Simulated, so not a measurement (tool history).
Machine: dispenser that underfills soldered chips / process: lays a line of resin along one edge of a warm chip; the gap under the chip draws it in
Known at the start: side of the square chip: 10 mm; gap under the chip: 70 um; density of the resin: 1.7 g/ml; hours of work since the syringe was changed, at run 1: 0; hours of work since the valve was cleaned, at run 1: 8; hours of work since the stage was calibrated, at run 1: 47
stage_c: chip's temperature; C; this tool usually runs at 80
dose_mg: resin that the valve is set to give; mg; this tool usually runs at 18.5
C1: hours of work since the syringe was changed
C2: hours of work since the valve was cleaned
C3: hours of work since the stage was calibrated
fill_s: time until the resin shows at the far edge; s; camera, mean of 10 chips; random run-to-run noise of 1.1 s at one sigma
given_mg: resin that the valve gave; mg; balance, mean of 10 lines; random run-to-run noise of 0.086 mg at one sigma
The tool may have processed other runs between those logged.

{"run": 1, "hour": 0.0, "stage_c": 80, "dose_mg": 18.5, "C1": 0, "C2": 8, "C3": 47, "fill_s": 104.9, "given_mg": 18.24}
{"run": 2, "hour": 3.4, "stage_c": 80, "dose_mg": 18.5, "C1": 3, "C2": 11, "C3": 50, "fill_s": 130.9, "given_mg": 18.59}
{"run": 3, "hour": 6.1, "stage_c": 80, "dose_mg": 19.5, "C1": 5, "C2": 13, "C3": 52, "fill_s": 157.6, "given_mg": 19.36}
{"hour": 11.0, "done": "new syringe of resin"}
{"run": 4, "hour": 11.5, "stage_c": 80, "dose_mg": 18.5, "C1": 0, "C2": 17, "C3": 56, "fill_s": 105.4, "given_mg": 18.33}
{"run": 5, "hour": 14.1, "stage_c": 80, "dose_mg": 22.5, "C1": 2, "C2": 19, "C3": 58, "fill_s": 124.0, "given_mg": 22.16}
{"run": 6, "hour": 17.9, "stage_c": 80, "dose_mg": 18.2, "C1": 5, "C2": 22, "C3": 61, "fill_s": 165.8, "given_mg": 18.06}
{"run": 7, "hour": 21.5, "stage_c": 86, "dose_mg": 18.2, "C1": 8, "C2": 25, "C3": 64, "fill_s": 173.9, "given_mg": 18.03}
{"hour": 22.2, "done": "new syringe of resin"}
{"run": 8, "hour": 26.6, "stage_c": 94, "dose_mg": 16.1, "C1": 3, "C2": 29, "C3": 68, "fill_s": 89.0, "given_mg": 15.91}
{"run": 9, "hour": 29.0, "stage_c": 71, "dose_mg": 21.9, "C1": 5, "C2": 31, "C3": 70, "fill_s": 230.2, "given_mg": 21.39}
{"run": 10, "hour": 31.2, "stage_c": 74, "dose_mg": 22.0, "C1": 7, "C2": 33, "C3": 72, "fill_s": 240.3, "given_mg": 21.63}
{"hour": 33.3, "done": "new syringe of resin"}
{"run": 11, "hour": 35.3, "stage_c": 77, "dose_mg": 17.0, "C1": 2, "C2": 35, "C3": 74, "fill_s": 133.9, "given_mg": 16.42}

Here are 4 independent what-if runs from the current tool condition. What would each one return?
{"run": "A", "hour": 38.1, "stage_c": 93, "dose_mg": 18.5, "C1": 4, "C2": 38, "C3": 77, "fill_s": "?", "given_mg": "?"}
{"run": "B", "hour": 38.1, "stage_c": 85, "dose_mg": 15.9, "C1": 4, "C2": 38, "C3": 77, "fill_s": "?", "given_mg": "?"}
{"run": "C", "hour": 38.1, "stage_c": 69, "dose_mg": 17.0, "C1": 4, "C2": 38, "C3": 77, "fill_s": "?", "given_mg": "?"}
{"run": "D", "hour": 38.1, "stage_c": 78, "dose_mg": 17.0, "C1": 4, "C2": 38, "C3": 77, "fill_s": "?", "given_mg": "?"}

run=A fill_s=91.5 given_mg=18.00
run=B fill_s=126.3 given_mg=15.50
run=C fill_s=220.8 given_mg=16.52
run=D fill_s=159.3 given_mg=16.50
The same runs, with their run-to-run variation unchanged, on a tool lacking any hidden condition would have given:
run=A fill_s=67.1 given_mg=18.45
run=B fill_s=92.3 given_mg=15.89
run=C fill_s=162.0 given_mg=16.94
run=D fill_s=116.7 given_mg=16.92
